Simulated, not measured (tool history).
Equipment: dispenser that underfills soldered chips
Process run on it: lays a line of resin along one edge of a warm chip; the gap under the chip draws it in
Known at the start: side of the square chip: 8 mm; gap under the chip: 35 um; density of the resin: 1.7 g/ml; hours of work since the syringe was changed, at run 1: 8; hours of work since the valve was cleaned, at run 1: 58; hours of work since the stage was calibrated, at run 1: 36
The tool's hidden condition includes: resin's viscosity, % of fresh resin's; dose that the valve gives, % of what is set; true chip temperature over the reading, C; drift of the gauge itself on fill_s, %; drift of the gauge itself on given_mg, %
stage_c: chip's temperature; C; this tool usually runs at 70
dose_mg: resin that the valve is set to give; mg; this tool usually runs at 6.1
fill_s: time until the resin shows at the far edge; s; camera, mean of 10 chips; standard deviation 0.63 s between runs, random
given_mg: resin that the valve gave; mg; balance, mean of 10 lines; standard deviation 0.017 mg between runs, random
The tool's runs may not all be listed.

run	hour	stage_c	dose_mg	hours of work since the syringe was changed	hours of work since the valve was cleaned	hours of work since the stage was calibrated	fill_s	given_mg
1	0	70	6.1	8	58	36	80.6	5.97
2	5.6	70	6.1	11	61	40	95.7	5.91
# hour 6.7: new syringe of resin
3	9.5	70	6.1	2	63	42	63.1	5.91
4	15.6	70	6.1	5	67	46	73.6	5.89
5	18.3	67	6.1	7	69	47	92.7	5.89
6	22.9	70	6.07	10	72	50	89.7	5.89
# hour 26.4: new syringe of resin
7	29.1	70	6.07	2	75	54	60.8	5.85
8	32	70	6.1	3	77	55	65.8	5.86
9	36.9	70	6.22	6	80	58	76.9	5.98
# hour 38.4: dispensing valve cleaned and set on the balance
10	42.9	70	6.1	9	3	61	88.3	6.05
# hour 47: new syringe of resin
11	48.3	70	6.1	1	6	65	58.4	6.06
12	52.5	70	6.61	3	8	67	65.4	6.55
13	55.8	70	6.61	5	10	69	72.4	6.55
14	60.2	70	6.61	8	13	72	81.1	6.52
15	64	70	6.48	10	15	74	90.1	6.4
# hour 66.6: new syringe of resin
16	70.7	70	6.48	2	19	78	65	6.39
17	73.9	71	6.1	4	21	80	66.9	5.99
18	77.5	71	6.1	7	23	82	73.5	5.99
19	81.3	77	5.88	9	26	84	62.4	5.79
# hour 85.9: new syringe of resin
20	85.9	68	6.1	0	28	87	63.1	5.98
21	90.1	66	6.61	3	31	90	76	6.5
22	96	80	5.51	6	34	93	46	5.39
23	100	80	5.51	9	37	95	50.9	5.41
# hour 105.6: new syringe of resin
24	106.1	58	7.9	0	40	99	107.7	7.73
25	109.6	67	5.97	2	42	101	75.6	5.82
26	114.7	71	7.33	6	45	104	69.8	7.13
27	120.4	71	7.33	9	49	108	82.3	7.14
# hour 125: new syringe of resin
28	127	71	5.97	1	53	111	56.4	5.78
29	130.2	71	5.97	3	55	113	63.3	5.79
30	136.3	63	5.68	7	58	117	116.5	5.48
31	139.1	58	5.92	9	60	119	165.3	5.74
# hour 144.3: new syringe of resin
32	144.8	77	5.92	0	63	122	40.9	5.73
33	150.9	77	5.92	4	67	126	48.7	5.73
34	155	75	7.43	6	69	128	58.5	7.13
35	160.3	75	7.43	10	73	131	67.6	7.14

Here are 5 independent what-if runs from the current tool condition. What would each one return?
# hour 163.8: new syringe of resin
A	167.2	84	6.3	2	77	135	?	?
# hour 163.8: new syringe of resin
B	167.2	61	6.1	2	77	135	?	?
# hour 163.8: new syringe of resin
C	167.2	75	6.85	2	77	135	?	?
# hour 163.8: new syringe of resin
D	167.2	59	7.22	2	77	135	?	?
# hour 163.8: new syringe of resin
E	167.2	76	7.69	2	77	135	?	?

run	fill_s	given_mg
A	31.4	6.06
B	102.9	5.86
C	48.2	6.59
D	112.5	6.93
E	45.1	7.42
Without the tool's unlogged condition, the same runs would have read:
run	fill_s	given_mg
A	27.5	6.31
B	89.8	6.11
C	42.3	6.87
D	98.5	7.22
E	39.6	7.73
